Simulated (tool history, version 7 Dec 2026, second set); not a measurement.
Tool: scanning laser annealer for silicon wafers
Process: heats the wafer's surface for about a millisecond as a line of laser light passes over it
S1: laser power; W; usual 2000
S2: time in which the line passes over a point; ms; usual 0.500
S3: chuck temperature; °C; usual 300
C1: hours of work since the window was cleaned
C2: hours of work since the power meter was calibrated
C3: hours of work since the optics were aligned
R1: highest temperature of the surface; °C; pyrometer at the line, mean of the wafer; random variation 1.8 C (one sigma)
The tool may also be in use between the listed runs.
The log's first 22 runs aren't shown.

run 23 hour=838.4 | S1=1751 S2=0.500 S3=300 | C1=408 C2=542 C3=580 | R1=873
run 24 hour=890.2 | S1=1895 S2=0.380 S3=269 | C1=437 C2=571 C3=609 | R1=818
-- hour=918.6 window over the wafer cleaned
run 25 hour=929.2 | S1=2167 S2=0.507 S3=289 | C1=6 C2=591 C3=629 | R1=1063
run 26 hour=952.3 | S1=1983 S2=0.358 S3=289 | C1=19 C2=604 C3=642 | R1=883
run 27 hour=997.6 | S1=1983 S2=0.358 S3=289 | C1=44 C2=629 C3=667 | R1=880
run 28 hour=1044.7 | S1=1983 S2=0.358 S3=289 | C1=70 C2=655 C3=693 | R1=878
run 29 hour=1067.9 | S1=1983 S2=0.358 S3=289 | C1=82 C2=668 C3=706 | R1=876
run 30 hour=1105.4 | S1=1983 S2=0.358 S3=289 | C1=103 C2=688 C3=726 | R1=873
run 31 hour=1137.5 | S1=2000 S2=0.500 S3=305 | C1=121 C2=706 C3=744 | R1=998
run 32 hour=1182.7 | S1=2000 S2=0.500 S3=305 | C1=146 C2=731 C3=769 | R1=994
run 33 hour=1229.4 | S1=2000 S2=0.500 S3=305 | C1=171 C2=757 C3=795 | R1=991
run 34 hour=1270.1 | S1=1893 S2=0.386 S3=305 | C1=194 C2=779 C3=817 | R1=871
run 35 hour=1298.7 | S1=2143 S2=0.350 S3=293 | C1=209 C2=795 C3=833 | R1=916
run 36 hour=1347.1 | S1=2143 S2=0.590 S3=333 | C1=236 C2=821 C3=860 | R1=1135
run 37 hour=1379.9 | S1=1986 S2=0.500 S3=300 | C1=254 C2=839 C3=878 | R1=973
run 38 hour=1424.9 | S1=2000 S2=0.535 S3=300 | C1=279 C2=864 C3=903 | R1=999
run 39 hour=1462.4 | S1=2000 S2=0.535 S3=300 | C1=300 C2=885 C3=923 | R1=999
run 40 hour=1515.5 | S1=2131 S2=0.366 S3=297 | C1=329 C2=914 C3=952 | R1=919

Forecast each of these 4 alternatives for the next run:
run A hour=1548.9 | S1=2110 S2=0.500 S3=300 | C1=347 C2=933 C3=971 | R1=?
run B hour=1548.9 | S1=1711 S2=0.500 S3=300 | C1=347 C2=933 C3=971 | R1=?
run C hour=1548.9 | S1=1946 S2=0.366 S3=297 | C1=347 C2=933 C3=971 | R1=?
run D hour=1548.9 | S1=2000 S2=0.494 S3=300 | C1=347 C2=933 C3=971 | R1=?

run=A R1=1010
run=B R1=861
run=C R1=854
run=D R1=967
Without the tool's hidden state the same runs would have given:
run=A R1=1058
run=B R1=898
run=C R1=891
run=D R1=1011

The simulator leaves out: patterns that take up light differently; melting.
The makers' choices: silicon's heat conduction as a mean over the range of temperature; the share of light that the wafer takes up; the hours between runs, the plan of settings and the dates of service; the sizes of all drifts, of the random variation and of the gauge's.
